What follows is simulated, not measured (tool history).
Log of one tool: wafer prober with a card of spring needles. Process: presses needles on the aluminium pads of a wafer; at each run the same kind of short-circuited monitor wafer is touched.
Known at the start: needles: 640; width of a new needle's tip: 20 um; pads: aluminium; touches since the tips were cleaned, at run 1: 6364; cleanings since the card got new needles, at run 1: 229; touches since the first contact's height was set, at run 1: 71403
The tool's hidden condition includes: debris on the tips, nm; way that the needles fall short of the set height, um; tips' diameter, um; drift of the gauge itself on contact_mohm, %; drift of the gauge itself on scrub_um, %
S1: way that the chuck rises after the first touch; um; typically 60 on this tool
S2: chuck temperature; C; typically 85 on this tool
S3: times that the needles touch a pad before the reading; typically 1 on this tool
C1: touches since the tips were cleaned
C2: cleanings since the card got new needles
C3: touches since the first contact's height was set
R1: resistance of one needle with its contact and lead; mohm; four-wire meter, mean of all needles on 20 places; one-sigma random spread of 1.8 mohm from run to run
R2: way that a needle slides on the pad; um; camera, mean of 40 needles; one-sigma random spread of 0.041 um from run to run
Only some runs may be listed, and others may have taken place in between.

run,hour,S1,S2,S3,C1,C2,C3,R1,R2
1,0,60,85,1,6364,229,71403,182,11.16
# hour 3: tips cleaned on abrasive film
# hour 14.8: tips cleaned on abrasive film
# hour 26.5: tips cleaned on abrasive film
# hour 38.3: tips cleaned on abrasive film
2,47.1,60,76,1,4910,233,97450,179,11.31
# hour 50.2: tips cleaned on abrasive film
# hour 61.9: tips cleaned on abrasive film
# hour 76.6: tips cleaned on abrasive film
# hour 88.4: tips cleaned on abrasive film
# hour 100.1: tips cleaned on abrasive film
# hour 111.9: tips cleaned on abrasive film
# hour 126.6: tips cleaned on abrasive film
3,137.3,60,76,1,5969,240,147342,179,11.19
# hour 140.3: tips cleaned on abrasive film
# hour 152.1: tips cleaned on abrasive film
# hour 163.8: tips cleaned on abrasive film
# hour 175.6: tips cleaned on abrasive film
4,180.5,60,76,1,2725,244,171204,179,11.2
# hour 189.3: tips cleaned on abrasive film
# hour 201.1: tips cleaned on abrasive film
# hour 215.8: tips cleaned on abrasive film
# hour 227.5: tips cleaned on abrasive film
# hour 239.3: tips cleaned on abrasive film
# hour 251.1: tips cleaned on abrasive film
# hour 262.8: tips cleaned on abrasive film
5,272.9,60,76,1,5614,251,222345,179,11.23
# hour 275.9: tips cleaned on abrasive film
# hour 276.2: height of the first contact set anew
# hour 288: tips cleaned on abrasive film
# hour 302.7: tips cleaned on abrasive film
# hour 314.4: tips cleaned on abrasive film
6,315.5,60,76,1,588,255,21725,177,11.12
# hour 327.2: tips cleaned on abrasive film
# hour 339: tips cleaned on abrasive film
# hour 350.8: tips cleaned on abrasive film
# hour 362.5: tips cleaned on abrasive film
# hour 374.3: tips cleaned on abrasive film
# hour 389: tips cleaned on abrasive film
# hour 400.8: tips cleaned on abrasive film
7,405.3,60,76,1,2538,262,71417,178,11.19
# hour 414.2: tips cleaned on abrasive film
# hour 428.8: tips cleaned on abrasive film
# hour 443.5: tips cleaned on abrasive film
# hour 458.2: tips cleaned on abrasive film
# hour 472.9: tips cleaned on abrasive film
# hour 484.6: tips cleaned on abrasive film
8,491.4,60,76,1,3779,268,119097,177,11.25
# hour 497.3: tips cleaned on abrasive film
# hour 509.1: tips cleaned on abrasive film
# hour 520.9: tips cleaned on abrasive film
# hour 532.6: tips cleaned on abrasive film
# hour 544.4: tips cleaned on abrasive film
9,548.6,60,85,1,2365,273,150729,182,11.26
# hour 557.5: tips cleaned on abrasive film
# hour 569.3: tips cleaned on abrasive film
# hour 581: tips cleaned on abrasive film
# hour 592.8: tips cleaned on abrasive film
# hour 604.6: tips cleaned on abrasive film
10,612.8,60,85,1,4597,278,186221,184,11.22
# hour 618.7: tips cleaned on abrasive film
# hour 630.5: tips cleaned on abrasive film
# hour 645.2: tips cleaned on abrasive film
# hour 657.7: tips cleaned on abrasive film
11,657.7,51,26,1,0,282,211036,175,9.59
# hour 672.4: tips cleaned on abrasive film
# hour 681.4: height of the first contact set anew
# hour 684.4: tips cleaned on abrasive film
# hour 696.2: tips cleaned on abrasive film
# hour 708: tips cleaned on abrasive film
# hour 719.7: tips cleaned on abrasive film
12,724.8,51,26,1,2807,287,23944,173,9.57
# hour 733.6: tips cleaned on abrasive film
# hour 748.3: tips cleaned on abrasive film
# hour 760.1: tips cleaned on abrasive film
# hour 771.8: tips cleaned on abrasive film
# hour 786.5: tips cleaned on abrasive film
# hour 798.3: tips cleaned on abrasive film
13,808.2,51,26,1,5509,293,70103,173,9.56
# hour 811.2: tips cleaned on abrasive film
# hour 825.8: tips cleaned on abrasive film
# hour 837.6: tips cleaned on abrasive film
# hour 852.3: tips cleaned on abrasive film
14,859.7,51,109,2,4109,297,98602,190,9.6
# hour 865.6: tips cleaned on abrasive film
# hour 880.3: tips cleaned on abrasive film
# hour 892: tips cleaned on abrasive film
# hour 906.7: tips cleaned on abrasive film
# hour 918.5: tips cleaned on abrasive film
# hour 930.2: tips cleaned on abrasive film
15,936.3,51,109,2,3364,303,140988,191,9.61
# hour 942.2: tips cleaned on abrasive film
# hour 956.9: tips cleaned on abrasive film
# hour 968.6: tips cleaned on abrasive film
# hour 980.4: tips cleaned on abrasive film
# hour 992.2: tips cleaned on abrasive film
# hour 1006.8: tips cleaned on abrasive film
16,1013.1,63,79,2,3462,309,183464,177,11.89
# hour 1019: tips cleaned on abrasive film
# hour 1030.7: tips cleaned on abrasive film
# hour 1042.5: tips cleaned on abrasive film
# hour 1054.3: tips cleaned on abrasive film
# hour 1068.9: tips cleaned on abrasive film
17,1073.5,63,79,2,2519,314,216872,177,11.87
# hour 1082.3: tips cleaned on abrasive film
# hour 1088.4: height of the first contact set anew
# hour 1094.4: tips cleaned on abrasive film
# hour 1109.1: tips cleaned on abrasive film
# hour 1121.1: card fitted with new needles
# hour 1132.8: tips cleaned on abrasive film
# hour 1144.6: tips cleaned on abrasive film
18,1144.6,40,45,1,0,2,13025,186,7.52
# hour 1159.2: tips cleaned on abrasive film
# hour 1171: tips cleaned on abrasive film
# hour 1185.7: tips cleaned on abrasive film
# hour 1197.4: tips cleaned on abrasive film
# hour 1209.2: tips cleaned on abrasive film
19,1209.9,73,92,2,390,7,49152,177,13.72

3 options for the next run, each taken on its own from the tool as it stands now. Forecast them:
# hour 1221.7: tips cleaned on abrasive film
# hour 1233.4: tips cleaned on abrasive film
# hour 1248.1: tips cleaned on abrasive film
# hour 1259.9: tips cleaned on abrasive film
# hour 1271.6: tips cleaned on abrasive film
# hour 1283.4: tips cleaned on abrasive film
# hour 1296.6: tips cleaned on abrasive film
A,1296.6,60,55,1,0,14,97077,?,?
# hour 1221.7: tips cleaned on abrasive film
# hour 1233.4: tips cleaned on abrasive film
# hour 1248.1: tips cleaned on abrasive film
# hour 1259.9: tips cleaned on abrasive film
# hour 1271.6: tips cleaned on abrasive film
# hour 1283.4: tips cleaned on abrasive film
# hour 1296.6: tips cleaned on abrasive film
B,1296.6,73,70,2,0,14,97077,?,?
# hour 1221.7: tips cleaned on abrasive film
# hour 1233.4: tips cleaned on abrasive film
# hour 1248.1: tips cleaned on abrasive film
# hour 1259.9: tips cleaned on abrasive film
# hour 1271.6: tips cleaned on abrasive film
# hour 1283.4: tips cleaned on abrasive film
# hour 1296.6: tips cleaned on abrasive film
C,1296.6,60,25,1,0,14,97077,?,?

run,R1,R2
A,174,11.36
B,174,13.74
C,169,11.36
With the hidden condition removed and each run's random variation left untouched, the same runs would have given:
run,R1,R2
A,174,11.2
B,174,13.55
C,169,11.21
